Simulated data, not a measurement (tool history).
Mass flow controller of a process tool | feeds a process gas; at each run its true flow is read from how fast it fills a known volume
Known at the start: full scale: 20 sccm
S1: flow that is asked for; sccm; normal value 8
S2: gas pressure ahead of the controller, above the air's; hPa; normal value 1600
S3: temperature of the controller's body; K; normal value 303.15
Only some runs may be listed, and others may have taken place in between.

run 1 hour=0.0 | S1=8 S2=1600 S3=303.15 | true_flow_(%)=98.96
run 2 hour=150.8 | S1=8 S2=1600 S3=303.15 | true_flow_(%)=98.78
run 3 hour=310.0 | S1=2 S2=1600 S3=303.15 | true_flow_(%)=97.86
run 4 hour=451.6 | S1=8 S2=1600 S3=299.15 | true_flow_(%)=98.26
run 5 hour=555.7 | S1=8 S2=2760 S3=303.15 | true_flow_(%)=98.96
run 6 hour=661.6 | S1=3 S2=2680 S3=303.15 | true_flow_(%)=98.10
run 7 hour=825.6 | S1=3 S2=2680 S3=303.15 | true_flow_(%)=98.25
run 8 hour=1010.2 | S1=16 S2=1600 S3=303.15 | true_flow_(%)=99.41
run 9 hour=1129.3 | S1=8 S2=2100 S3=303.15 | true_flow_(%)=98.65
run 10 hour=1331.1 | S1=8 S2=2100 S3=303.15 | true_flow_(%)=98.68

Below are 4 alternative next runs, each starting from the tool's condition after run 10. Predict each:
run A hour=1475.4 | S1=4 S2=2100 S3=295.15 | true_flow_(%)=?
run B hour=1475.4 | S1=8 S2=2100 S3=297.15 | true_flow_(%)=?
run C hour=1475.4 | S1=10 S2=2220 S3=303.15 | true_flow_(%)=?
run D hour=1475.4 | S1=8 S2=1410 S3=303.15 | true_flow_(%)=?

run=A true_flow_(%)=97.21
run=B true_flow_(%)=97.97
run=C true_flow_(%)=98.73
run=D true_flow_(%)=98.56
Without the tool's unlogged condition, the same runs would have read:
run=A true_flow_(%)=98.35
run=B true_flow_(%)=98.89
run=C true_flow_(%)=99.60
run=D true_flow_(%)=99.47
